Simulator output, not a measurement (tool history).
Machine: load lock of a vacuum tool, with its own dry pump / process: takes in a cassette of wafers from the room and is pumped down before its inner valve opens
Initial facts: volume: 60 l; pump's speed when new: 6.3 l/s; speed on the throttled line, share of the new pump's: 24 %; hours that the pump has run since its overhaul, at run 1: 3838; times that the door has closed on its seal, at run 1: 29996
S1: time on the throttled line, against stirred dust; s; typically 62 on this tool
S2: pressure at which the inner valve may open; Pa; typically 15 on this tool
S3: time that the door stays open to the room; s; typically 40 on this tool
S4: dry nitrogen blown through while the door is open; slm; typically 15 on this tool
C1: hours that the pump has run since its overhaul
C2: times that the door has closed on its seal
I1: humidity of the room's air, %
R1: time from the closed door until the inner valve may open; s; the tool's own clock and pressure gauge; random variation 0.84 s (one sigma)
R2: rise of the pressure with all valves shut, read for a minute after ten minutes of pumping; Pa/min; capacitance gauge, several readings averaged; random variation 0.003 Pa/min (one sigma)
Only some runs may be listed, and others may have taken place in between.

run 1 hour=0 | S1=62 S2=15 S3=40 S4=15 | C1=3838 C2=29996 | I1=42.8 | R1=133.7 R2=0.349
run 2 hour=318 | S1=38 S2=15 S3=40 S4=15 | C1=4156 C2=31169 | I1=47.9 | R1=115.1 R2=0.38
run 3 hour=704.9 | S1=62 S2=15 S3=97 S4=15 | C1=4543 C2=32596 | I1=46.8 | R1=134 R2=0.417
run 4 hour=1168.2 | S1=62 S2=15 S3=97 S4=15 | C1=5006 C2=34306 | I1=49.1 | R1=137 R2=0.438
run 5 hour=1682.3 | S1=62 S2=25 S3=40 S4=15 | C1=5520 C2=36203 | I1=46.1 | R1=132.1 R2=0.454
run 6 hour=2373.7 | S1=62 S2=25 S3=40 S4=15 | C1=6212 C2=38754 | I1=45.3 | R1=130.3 R2=0.506
run 7 hour=3085.9 | S1=62 S2=15 S3=38 S4=15 | C1=6924 C2=41382 | I1=41.2 | R1=137.5 R2=0.556
run 8 hour=3463.6 | S1=62 S2=15 S3=38 S4=15 | C1=7302 C2=42775 | I1=48.2 | R1=138.9 R2=0.605
run 9 hour=4049.3 | S1=62 S2=15 S3=66 S4=18 | C1=7887 C2=44936 | I1=46 | R1=138.1 R2=0.652
-- hour=4470.6 door's seal changed, seat wiped
run 10 hour=4729.3 | S1=42 S2=15 S3=92 S4=27 | C1=8566 C2=954 | I1=44.6 | R1=123.7 R2=0.042
run 11 hour=5082 | S1=97 S2=15 S3=48 S4=15 | C1=8919 C2=2256 | I1=42.3 | R1=166 R2=0.036
run 12 hour=5754.9 | S1=32 S2=15 S3=40 S4=11 | C1=9592 C2=4739 | I1=42.3 | R1=117.6 R2=0.048
-- hour=6307.6 dry pump taken out, an overhauled one fitted
run 13 hour=6307.6 | S1=62 S2=20 S3=144 S4=15 | C1=0 C2=6755 | I1=43 | R1=128.4 R2=0.088
run 14 hour=6673.7 | S1=62 S2=23 S3=40 S4=5 | C1=366 C2=8106 | I1=45.1 | R1=128.9 R2=0.078

Run 15 has not been measured yet. What should we expect?
run 15 hour=7159.8 | S1=96 S2=15 S3=40 S4=19 | C1=852 C2=9900 | I1=46.6 | R1=? R2=?

Run 15 produced R1 158.2 s, R2 0.082 Pa/min.
On a tool with no hidden condition, and with the same random variation, this run would have come out at R1 156.6 s, R2 0.022 Pa/min.
